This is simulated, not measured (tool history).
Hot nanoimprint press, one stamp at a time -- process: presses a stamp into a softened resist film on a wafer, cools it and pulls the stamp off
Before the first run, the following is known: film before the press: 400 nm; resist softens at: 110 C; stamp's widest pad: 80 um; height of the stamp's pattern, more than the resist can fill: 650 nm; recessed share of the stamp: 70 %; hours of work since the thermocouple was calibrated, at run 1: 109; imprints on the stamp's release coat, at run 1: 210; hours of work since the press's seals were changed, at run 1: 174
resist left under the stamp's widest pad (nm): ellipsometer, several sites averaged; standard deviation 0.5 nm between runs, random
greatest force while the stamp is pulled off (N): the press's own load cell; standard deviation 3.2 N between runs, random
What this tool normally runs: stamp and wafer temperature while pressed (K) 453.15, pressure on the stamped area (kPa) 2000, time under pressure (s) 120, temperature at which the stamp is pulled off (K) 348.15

| run | day | stamp and wafer temperature while pressed (K) | pressure on the stamped area (kPa) | time under pressure (s) | temperature at which the stamp is pulled off (K) | hours of work since the thermocouple was calibrated | imprints on the stamp's release coat | hours of work since the press's seals were changed | resist left under the stamp's widest pad (nm) | greatest force while the stamp is pulled off (N) |
|---|---|---|---|---|---|---|---|---|---|---|
| 1 | 0.000 | 453.15 | 2000 | 120 | 348.15 | 109 | 210 | 174 | 163.4 | 164 |
| 2 | 2.008 | 453.15 | 2000 | 120 | 348.15 | 144 | 409 | 209 | 162.4 | 169 |
| 3 | 3.796 | 453.15 | 2000 | 120 | 348.15 | 174 | 587 | 239 | 160.9 | 183 |
| 4 | 5.712 | 453.15 | 2000 | 120 | 353.15 | 207 | 777 | 272 | 160.2 | 183 |
| 5 | 6.888 | 453.15 | 2000 | 120 | 353.15 | 227 | 894 | 293 | 158.9 | 191 |
| 6 | 8.929 | 453.15 | 2000 | 120 | 353.15 | 262 | 1097 | 328 | 157.2 | 206 |
| 7 | 10.533 | 453.15 | 2000 | 120 | 353.15 | 290 | 1256 | 355 | 156.9 | 211 |
|  | 10.812 | plate thermocouple calibrated |
| 8 | 11.854 | 453.15 | 1380 | 120 | 348.15 | 18 | 1375 | 376 | 181.3 | 227 |
| 9 | 14.029 | 447.15 | 2000 | 120 | 348.15 | 55 | 1591 | 413 | 207.3 | 241 |
| 10 | 15.542 | 453.15 | 2900 | 120 | 348.15 | 81 | 1741 | 439 | 126.1 | 248 |
| 11 | 16.683 | 453.15 | 2000 | 120 | 346.15 | 101 | 1854 | 458 | 151.0 | 256 |
| 12 | 18.371 | 453.15 | 2000 | 74 | 346.15 | 130 | 2022 | 487 | 179.0 | 271 |
|  | 20.679 | plate thermocouple calibrated, once more |
| 13 | 20.829 | 453.15 | 2000 | 74 | 346.15 | 3 | 2254 | 527 | 203.3 | 294 |
|  | 22.033 | stamp cleaned and given a new release coat |
| 14 | 23.588 | 460.15 | 2000 | 120 | 348.15 | 46 | 155 | 570 | 117.5 | 158 |
| 15 | 25.896 | 460.15 | 2000 | 120 | 348.15 | 85 | 384 | 610 | 115.9 | 173 |
| 16 | 28.121 | 452.15 | 1760 | 120 | 348.15 | 123 | 605 | 648 | 186.3 | 185 |
| 17 | 30.771 | 450.15 | 2480 | 105 | 333.15 | 169 | 868 | 694 | 184.7 | 226 |

The next listed run, before its measurement:
| 18 | 31.950 | 458.15 | 2000 | 120 | 354.15 | 189 | 986 | 714 | ? | ? |

Logged for run 18: resist left under the stamp's widest pad (nm) 126.3, greatest force while the stamp is pulled off (N) 195.
Were there no unlogged condition in the tool, this run, its random variation unchanged, would have produced resist left under the stamp's widest pad (nm) 127.5, greatest force while the stamp is pulled off (N) 143.
